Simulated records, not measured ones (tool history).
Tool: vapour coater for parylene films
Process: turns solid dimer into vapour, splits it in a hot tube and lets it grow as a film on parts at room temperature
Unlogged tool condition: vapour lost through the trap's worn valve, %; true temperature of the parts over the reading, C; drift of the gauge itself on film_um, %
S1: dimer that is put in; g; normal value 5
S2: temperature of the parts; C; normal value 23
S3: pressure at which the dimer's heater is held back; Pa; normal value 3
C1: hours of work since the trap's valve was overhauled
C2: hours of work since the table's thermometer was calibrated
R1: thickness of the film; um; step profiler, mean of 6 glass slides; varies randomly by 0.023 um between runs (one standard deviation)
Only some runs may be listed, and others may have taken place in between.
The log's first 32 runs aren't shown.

Run 33, hour 1122.3: usual settings but S1 3 g, S2 24 C, S3 3.65 Pa; C1 265; C2 1394. Result: R1 2.22 um.
Run 34, hour 1152.2: usual settings but S2 19 C; C1 280; C2 1409. Result: R1 4.71 um.
Run 35, hour 1177.7: usual settings but S1 8 g, S3 8.39 Pa; C1 293; C2 1422. Result: R1 5.2 um.
Run 36, hour 1223.2: usual settings but S1 8 g, S3 8.39 Pa; C1 316; C2 1445. Result: R1 5.25 um.
Run 37, hour 1265.2: usual settings but S1 4 g, S3 3.55 Pa; C1 337; C2 1466. Result: R1 3.06 um.
Run 38, hour 1290.7: usual settings but S1 3 g, S2 16 C, S3 2.94 Pa; C1 350; C2 1479. Result: R1 3.13 um.
Run 39, hour 1337.9: usual settings but S1 3 g, S2 16 C, S3 2.94 Pa; C1 373; C2 1503. Result: R1 3.14 um.
Run 40, hour 1373.1: usual settings but S1 2 g, S2 33 C, S3 4.05 Pa; C1 391; C2 1521. Result: R1 0.98 um.
Run 41, hour 1400.2: usual settings but S1 2 g, S2 33 C, S3 4.05 Pa; C1 405; C2 1534. Result: R1 0.99 um.
Run 42, hour 1425.3: usual settings but S1 2 g, S2 33 C, S3 4.05 Pa; C1 417; C2 1547. Result: R1 0.98 um.
Run 43, hour 1469.9: usual settings but S1 7 g, S2 35 C, S3 8.15 Pa; C1 440; C2 1569. Result: R1 2.84 um.
Run 44, hour 1517.4: usual settings but S1 7 g, S2 35 C, S3 8.15 Pa; C1 464; C2 1593. Result: R1 2.8 um.
Run 45, hour 1541.5: usual settings but S3 2.93 Pa; C1 476; C2 1605. Result: R1 3.92 um.
Run 46, hour 1582.1: usual settings but S1 7 g; C1 496; C2 1626. Result: R1 5.48 um.
At hour 1614: trap's valve overhauled.
Run 47, hour 1633: usual settings but S1 7 g; C1 10; C2 1649. Result: R1 5.68 um.
Run 48, hour 1678.9: usual settings but S1 8 g, S3 2.83 Pa; C1 33; C2 1672. Result: R1 6.58 um.

Alternative continuations, all from the tool just after run 48; predict every row:
Run A, hour 1698.7: usual settings but S1 2 g, S2 21 C; C1 43; C2 1682. Result: R1 ?.
Run B, hour 1698.7: usual settings but S1 8 g, S2 30 C, S3 2.09 Pa; C1 43; C2 1682. Result: R1 ?.
Run C, hour 1698.7: usual settings but S1 6 g, S3 2.55 Pa; C1 43; C2 1682. Result: R1 ?.

run    R1
  A  1.76
  B  5.28
  C  5.04
Stripped of hidden state, with their random variation kept, the same runs would have yielded:
run    R1
  A   1.8
  B   5.4
  C  5.16
